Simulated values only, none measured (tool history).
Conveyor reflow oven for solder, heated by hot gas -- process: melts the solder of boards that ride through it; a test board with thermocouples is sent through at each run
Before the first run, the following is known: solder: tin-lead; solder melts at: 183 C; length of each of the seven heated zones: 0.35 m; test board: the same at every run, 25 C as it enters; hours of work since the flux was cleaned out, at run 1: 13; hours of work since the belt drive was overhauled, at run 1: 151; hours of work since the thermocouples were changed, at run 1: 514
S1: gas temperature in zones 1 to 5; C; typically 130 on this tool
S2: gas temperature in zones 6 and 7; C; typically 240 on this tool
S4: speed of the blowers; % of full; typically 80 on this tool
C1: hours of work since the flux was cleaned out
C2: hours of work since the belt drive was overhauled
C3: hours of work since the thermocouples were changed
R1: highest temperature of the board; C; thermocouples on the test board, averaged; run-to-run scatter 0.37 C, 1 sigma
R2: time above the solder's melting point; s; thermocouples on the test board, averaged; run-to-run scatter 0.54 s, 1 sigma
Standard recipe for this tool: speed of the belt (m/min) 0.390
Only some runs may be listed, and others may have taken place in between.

run 1 hour=0.0 | S1=130 S2=240 speed_of_the_belt_(m/min)=0.390 S4=80 | C1=13 C2=151 C3=514 | R1=224.7 R2=85.3
run 2 hour=4.4 | S1=130 S2=240 speed_of_the_belt_(m/min)=0.390 S4=80 | C1=15 C2=153 C3=516 | R1=225.5 R2=84.9
run 3 hour=12.9 | S1=130 S2=240 speed_of_the_belt_(m/min)=0.390 S4=80 | C1=19 C2=157 C3=520 | R1=224.9 R2=85.0
run 4 hour=20.1 | S1=130 S2=240 speed_of_the_belt_(m/min)=0.390 S4=80 | C1=22 C2=161 C3=524 | R1=224.9 R2=86.0
run 5 hour=29.5 | S1=127 S2=240 speed_of_the_belt_(m/min)=0.390 S4=80 | C1=27 C2=165 C3=528 | R1=225.4 R2=83.1
run 6 hour=37.0 | S1=130 S2=237 speed_of_the_belt_(m/min)=0.390 S4=80 | C1=30 C2=169 C3=532 | R1=222.5 R2=83.3
run 7 hour=42.4 | S1=130 S2=237 speed_of_the_belt_(m/min)=0.390 S4=80 | C1=33 C2=171 C3=534 | R1=222.5 R2=83.4
run 8 hour=49.3 | S1=130 S2=237 speed_of_the_belt_(m/min)=0.390 S4=80 | C1=36 C2=174 C3=537 | R1=222.5 R2=82.1
run 9 hour=55.6 | S1=132 S2=240 speed_of_the_belt_(m/min)=0.390 S4=80 | C1=39 C2=177 C3=540 | R1=224.4 R2=86.5
run 10 hour=60.1 | S1=141 S2=240 speed_of_the_belt_(m/min)=0.390 S4=80 | C1=41 C2=179 C3=542 | R1=226.5 R2=91.5
run 11 hour=65.4 | S1=141 S2=240 speed_of_the_belt_(m/min)=0.390 S4=80 | C1=43 C2=182 C3=545 | R1=226.4 R2=92.2
run 12 hour=72.1 | S1=130 S2=240 speed_of_the_belt_(m/min)=0.390 S4=80 | C1=47 C2=185 C3=548 | R1=224.9 R2=85.8
run 13 hour=81.0 | S1=130 S2=253 speed_of_the_belt_(m/min)=0.390 S4=80 | C1=51 C2=189 C3=552 | R1=236.6 R2=94.6
run 14 hour=90.4 | S1=130 S2=253 speed_of_the_belt_(m/min)=0.390 S4=80 | C1=55 C2=194 C3=557 | R1=236.5 R2=94.0
run 15 hour=96.6 | S1=130 S2=253 speed_of_the_belt_(m/min)=0.390 S4=80 | C1=58 C2=197 C3=559 | R1=236.3 R2=93.2
run 16 hour=104.3 | S1=130 S2=253 speed_of_the_belt_(m/min)=0.390 S4=80 | C1=62 C2=200 C3=563 | R1=237.3 R2=94.3
run 17 hour=112.8 | S1=124 S2=230 speed_of_the_belt_(m/min)=0.383 S4=66 | C1=66 C2=204 C3=567 | R1=212.0 R2=70.4
run 18 hour=120.9 | S1=132 S2=228 speed_of_the_belt_(m/min)=0.383 S4=75 | C1=69 C2=208 C3=571 | R1=213.6 R2=77.2
run 19 hour=128.3 | S1=131 S2=229 speed_of_the_belt_(m/min)=0.337 S4=79 | C1=73 C2=211 C3=574 | R1=218.4 R2=95.4
run 20 hour=133.2 | S1=118 S2=229 speed_of_the_belt_(m/min)=0.319 S4=79 | C1=75 C2=214 C3=577 | R1=218.6 R2=93.8
run 21 hour=138.9 | S1=130 S2=245 speed_of_the_belt_(m/min)=0.452 S4=79 | C1=78 C2=216 C3=579 | R1=223.1 R2=71.7
run 22 hour=145.2 | S1=130 S2=247 speed_of_the_belt_(m/min)=0.438 S4=80 | C1=81 C2=219 C3=582 | R1=226.4 R2=77.3
run 23 hour=151.6 | S1=130 S2=247 speed_of_the_belt_(m/min)=0.438 S4=80 | C1=84 C2=222 C3=585 | R1=226.8 R2=76.8
run 24 hour=156.7 | S1=130 S2=247 speed_of_the_belt_(m/min)=0.438 S4=80 | C1=86 C2=225 C3=588 | R1=226.4 R2=77.7
run 25 hour=165.3 | S1=130 S2=247 speed_of_the_belt_(m/min)=0.438 S4=80 | C1=90 C2=229 C3=592 | R1=226.4 R2=76.9
run 26 hour=170.6 | S1=130 S2=231 speed_of_the_belt_(m/min)=0.432 S4=80 | C1=93 C2=231 C3=594 | R1=213.6 R2=65.5
run 27 hour=180.1 | S1=130 S2=231 speed_of_the_belt_(m/min)=0.323 S4=57 | C1=97 C2=236 C3=598 | R1=216.9 R2=94.1

What will run 28 give?
run 28 hour=188.4 | S1=130 S2=246 speed_of_the_belt_(m/min)=0.323 S4=61 | C1=101 C2=239 C3=602 | R1=? R2=?

R1: 231.2 C
R2: 111.2 s
On a tool with no hidden condition, and with the same random variation, this run would have come out at R1 232.3 C, R2 111.7 s.

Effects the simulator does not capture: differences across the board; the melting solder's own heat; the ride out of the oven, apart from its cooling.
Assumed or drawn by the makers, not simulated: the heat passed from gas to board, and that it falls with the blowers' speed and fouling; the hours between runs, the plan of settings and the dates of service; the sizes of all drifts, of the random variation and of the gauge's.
